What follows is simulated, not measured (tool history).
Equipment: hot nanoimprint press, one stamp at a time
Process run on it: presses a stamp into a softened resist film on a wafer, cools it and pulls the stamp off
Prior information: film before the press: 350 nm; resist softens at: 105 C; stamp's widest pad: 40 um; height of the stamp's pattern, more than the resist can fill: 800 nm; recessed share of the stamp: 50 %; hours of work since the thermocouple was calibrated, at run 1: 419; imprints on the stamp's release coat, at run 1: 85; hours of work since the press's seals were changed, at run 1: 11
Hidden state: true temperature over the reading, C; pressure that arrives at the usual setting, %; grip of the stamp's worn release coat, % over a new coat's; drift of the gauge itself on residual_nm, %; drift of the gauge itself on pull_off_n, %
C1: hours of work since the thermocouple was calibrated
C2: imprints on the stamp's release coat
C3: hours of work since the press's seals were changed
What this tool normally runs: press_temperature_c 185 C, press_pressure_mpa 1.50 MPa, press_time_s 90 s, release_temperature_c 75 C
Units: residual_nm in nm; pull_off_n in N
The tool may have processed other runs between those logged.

Run 1, hour 0.0: usual settings; C1 419; C2 85; C3 11. Result: residual_nm 154.3 nm, pull_off_n 207 N.
Run 2, hour 10.8: usual settings; C1 425; C2 118; C3 17. Result: residual_nm 154.5 nm, pull_off_n 209 N.
Run 3, hour 29.4: usual settings but press_pressure_mpa 1.31 MPa; C1 435; C2 173; C3 27. Result: residual_nm 163.9 nm, pull_off_n 208 N.
Run 4, hour 41.0: usual settings but press_pressure_mpa 1.31 MPa; C1 442; C2 207; C3 34. Result: residual_nm 164.2 nm, pull_off_n 212 N.
Run 5, hour 61.2: usual settings but press_pressure_mpa 1.31 MPa, press_time_s 154 s; C1 453; C2 267; C3 45. Result: residual_nm 135.4 nm, pull_off_n 221 N.
Run 6, hour 72.1: usual settings but press_pressure_mpa 1.32 MPa; C1 459; C2 300; C3 51. Result: residual_nm 164.0 nm, pull_off_n 220 N.
Run 7, hour 85.7: usual settings but press_pressure_mpa 1.32 MPa; C1 466; C2 340; C3 58. Result: residual_nm 165.2 nm, pull_off_n 223 N.
Run 8, hour 103.4: usual settings but press_pressure_mpa 1.32 MPa; C1 476; C2 393; C3 68. Result: residual_nm 163.7 nm, pull_off_n 221 N.
Run 9, hour 118.1: usual settings but press_pressure_mpa 1.32 MPa; C1 484; C2 437; C3 76. Result: residual_nm 163.5 nm, pull_off_n 224 N.
Run 10, hour 142.1: usual settings but press_pressure_mpa 1.32 MPa; C1 497; C2 508; C3 89. Result: residual_nm 162.3 nm, pull_off_n 227 N.
Run 11, hour 158.6: usual settings but press_pressure_mpa 1.32 MPa; C1 506; C2 557; C3 99. Result: residual_nm 164.5 nm, pull_off_n 227 N.
Run 12, hour 173.4: usual settings but press_pressure_mpa 1.32 MPa; C1 515; C2 601; C3 107. Result: residual_nm 162.7 nm, pull_off_n 221 N.
At hour 179.0: plate thermocouple calibrated.
Run 13, hour 194.0: usual settings but press_pressure_mpa 1.32 MPa; C1 8; C2 653; C3 116. Result: residual_nm 167.9 nm, pull_off_n 236 N.
Run 14, hour 212.6: usual settings but press_temperature_c 179 C; C1 18; C2 709; C3 127. Result: residual_nm 191.5 nm, pull_off_n 237 N.
Run 15, hour 237.8: usual settings; C1 32; C2 783; C3 140. Result: residual_nm 161.4 nm, pull_off_n 243 N.
Run 16, hour 253.3: usual settings but release_temperature_c 80 C; C1 41; C2 830; C3 149. Result: residual_nm 160.6 nm, pull_off_n 218 N.
Run 17, hour 263.8: usual settings but press_temperature_c 177 C; C1 47; C2 861; C3 155. Result: residual_nm 202.2 nm, pull_off_n 242 N.
Run 18, hour 288.5: usual settings but press_temperature_c 175 C, press_pressure_mpa 2.32 MPa; C1 60; C2 934; C3 168. Result: residual_nm 179.7 nm, pull_off_n 238 N.
Run 19, hour 307.4: usual settings but press_temperature_c 175 C, press_pressure_mpa 2.32 MPa; C1 71; C2 990; C3 179. Result: residual_nm 180.8 nm, pull_off_n 249 N.
Run 20, hour 324.8: usual settings but press_temperature_c 175 C, press_pressure_mpa 2.32 MPa; C1 80; C2 1042; C3 188. Result: residual_nm 179.3 nm, pull_off_n 243 N.
Run 21, hour 341.3: usual settings but press_temperature_c 175 C, press_pressure_mpa 2.32 MPa; C1 89; C2 1091; C3 197. Result: residual_nm 176.6 nm, pull_off_n 248 N.
Run 22, hour 355.4: usual settings but press_temperature_c 192 C, press_pressure_mpa 2.32 MPa, release_temperature_c 72 C; C1 97; C2 1133; C3 205. Result: residual_nm 103.5 nm, pull_off_n 263 N.
Run 23, hour 371.4: usual settings but press_temperature_c 192 C, press_pressure_mpa 2.32 MPa, release_temperature_c 72 C; C1 106; C2 1181; C3 214. Result: residual_nm 105.9 nm, pull_off_n 266 N.
Run 24, hour 393.9: usual settings but press_temperature_c 182 C, press_pressure_mpa 1.38 MPa, press_time_s 67 s, release_temperature_c 73 C; C1 118; C2 1248; C3 226. Result: residual_nm 200.5 nm, pull_off_n 257 N.
Run 25, hour 409.7: usual settings but press_time_s 70 s, release_temperature_c 70 C; C1 127; C2 1295; C3 235. Result: residual_nm 175.0 nm, pull_off_n 271 N.
Run 26, hour 422.9: usual settings but press_temperature_c 182 C, press_time_s 164 s; C1 134; C2 1334; C3 242. Result: residual_nm 140.0 nm, pull_off_n 256 N.
Run 27, hour 447.5: usual settings but press_temperature_c 182 C, press_time_s 164 s; C1 148; C2 1407; C3 256. Result: residual_nm 141.1 nm, pull_off_n 262 N.
Run 28, hour 467.3: usual settings but press_temperature_c 182 C, press_time_s 164 s; C1 159; C2 1466; C3 267. Result: residual_nm 138.9 nm, pull_off_n 247 N.
Run 29, hour 491.8: usual settings but press_pressure_mpa 1.68 MPa, release_temperature_c 70 C; C1 172; C2 1539; C3 280. Result: residual_nm 150.7 nm, pull_off_n 281 N.
Run 30, hour 511.2: usual settings but press_pressure_mpa 1.41 MPa, press_time_s 178 s, release_temperature_c 66 C; C1 183; C2 1596; C3 291. Result: residual_nm 127.1 nm, pull_off_n 301 N.

How the hidden state differs across the entries between the runs, from the last listed run before each to the first after it:
Run 12 -> run 13: plate thermocouple calibrated (hour 179.0)
  true temperature over the reading, C: 1.87 -> 0.06; pressure that arrives at the usual setting, %: 98.87 -> 98.8; grip of the stamp's worn release coat, % over a new coat's: 7.8 -> 8.5
  difference, measured minus the result without the unlogged condition, residual_nm: -8.1 -> +0.5 nm; pull_off_n: +9 -> +19 N

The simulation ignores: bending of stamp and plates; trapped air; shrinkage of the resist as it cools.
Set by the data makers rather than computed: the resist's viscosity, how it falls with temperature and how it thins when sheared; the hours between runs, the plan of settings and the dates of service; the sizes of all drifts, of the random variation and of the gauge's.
